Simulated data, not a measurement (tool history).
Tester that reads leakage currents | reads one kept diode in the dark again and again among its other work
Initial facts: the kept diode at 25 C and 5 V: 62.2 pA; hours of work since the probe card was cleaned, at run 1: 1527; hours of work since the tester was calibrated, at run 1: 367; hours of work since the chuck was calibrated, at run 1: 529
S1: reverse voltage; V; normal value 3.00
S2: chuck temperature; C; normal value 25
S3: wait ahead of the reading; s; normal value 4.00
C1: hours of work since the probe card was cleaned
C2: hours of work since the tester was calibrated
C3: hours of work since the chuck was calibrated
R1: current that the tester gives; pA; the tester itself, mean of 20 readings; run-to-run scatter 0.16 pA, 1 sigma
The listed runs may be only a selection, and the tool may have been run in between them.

run    hour     S1  S2    S3    C1    C2   C3      R1
  1     0.0   3.00  25  4.00  1527   367  529   48.97
  2   163.4   2.44  25  4.00  1633   474  636   44.42
  3   363.0   2.44  25  4.00  1764   604  766   44.28
  4   505.7   2.44  25  4.00  1857   697  859   44.28
      688.4  -- chuck's temperature calibrated
  5   709.6   2.44  25  4.00  1988   829   14   44.57
  6   942.8   2.44  25  4.00  2141   981  166   44.77
  7  1057.6   3.00  25  8.57  2215  1056  241   49.10
  8  1202.9   3.00  25  4.00  2310  1151  336   49.20
  9  1322.0   3.00  44  4.00  2388  1228  413  241.46
 10  1489.6   3.00  44  0.61  2497  1338  522  243.97
 11  1696.9   3.00  44  0.61  2632  1473  658  244.23
 12  1828.9   3.00  25  0.36  2718  1559  744   51.92
 13  1965.1   8.73  25  0.36  2807  1648  833   89.21
     2203.9  -- chuck's temperature calibrated
 14  2246.6   3.00  25  4.00  2989  1830   28   49.04
 15  2530.3   3.00  25  4.00  3175  2015  213   49.02
 16  2778.9   3.00  25  4.00  3337  2177  375   48.97
 17  2936.3   6.85  25  4.00  3439  2280  478   72.97
 18  3168.4   6.85  25  4.00  3591  2431  629   72.76
 19  3283.9   3.00  22  4.00  3666  2506  704   37.46
 20  3447.0   3.00  25  6.54  3772  2613  811   48.97
     3577.2  -- probe card cleaned and baked
 21  3577.2   3.00  25  6.54     0  2696  894   49.11
     3722.7  -- chuck's temperature calibrated
 22  3754.0   3.24  25  4.84   114  2810   20   50.75
 23  3954.7   3.24  25  4.84   245  2941  151   50.95
 24  4112.8   3.24  31  1.72   348  3044  254   86.46
 25  4314.7   1.74  20  0.56   480  3175  386   24.84
 26  4524.9   4.50  25  1.04   617  3312  523   61.06
 27  4796.4   3.00  24  0.36   794  3490  700   47.42
 28  5071.7   3.00  49  0.36   973  3669  880  359.28
     5227.8  -- chuck's temperature calibrated
 29  5355.1  18.83  21  0.52  1157  3853   83   93.48
 30  5613.7  18.83  21  0.52  1326  4021  252   93.64
 31  5795.7   1.53  24  7.74  1444  4140  370   32.55
 32  6053.0   1.53  24  7.74  1612  4308  538   32.31
 33  6194.9   1.53  24  7.74  1705  4400  631   32.52
 34  6372.6   2.80  25  1.10  1820  4516  747   48.17
 35  6503.6   2.71  31  6.29  1906  4602  832   78.80
     6729.5  -- chuck's temperature calibrated
 36  6770.7   2.71  31  6.29  2079  4775   27   78.75
 37  6898.8   2.37  31  1.26  2162  4858  110   74.25
 38  7127.9   2.37  31  1.26  2312  5007  260   74.56
     7220.6  -- tester calibrated
 39  7415.9   3.00  57  4.00  2498   127  446  650.27
 40  7627.3  13.95  25  4.00  2636   265  584  102.76

Subtracting, for every run, the result it would have given without the tool's unlogged condition from the measured result gives the following. The same run-to-run variation enters both numbers; the gauge's scatter may not:
The tool's hidden condition here consists of: stray current of the dirty probe card, pA a volt; current scale over the true one, %; true chuck temperature over the reading, C; drift of the gauge itself on leakage_pa, %.
run     R1
  1  +0.00
  2  +0.00
  3  -0.01
  4  -0.02
  5  +0.02
  6  +0.02
  7  +0.02
  8  +0.01
  9  -0.05
 10  -0.08
 11  -0.10
 12  +0.00
 13  +0.04
 14  +0.04
 15  +0.03
 16  +0.03
 17  +0.07
 18  +0.06
 19  +0.02
 20  +0.01
 21  -0.04
 22  +0.01
 23  +0.00
 24  -0.01
 25  +0.00
 26  -0.02
 27  -0.02
 28  -0.24
 29  +0.09
 30  +0.09
 31  -0.01
 32  +0.00
 33  -0.01
 34  -0.01
 35  -0.04
 36  +0.01
 37  +0.00
 38  +0.00
 39  -0.23
 40  +0.11

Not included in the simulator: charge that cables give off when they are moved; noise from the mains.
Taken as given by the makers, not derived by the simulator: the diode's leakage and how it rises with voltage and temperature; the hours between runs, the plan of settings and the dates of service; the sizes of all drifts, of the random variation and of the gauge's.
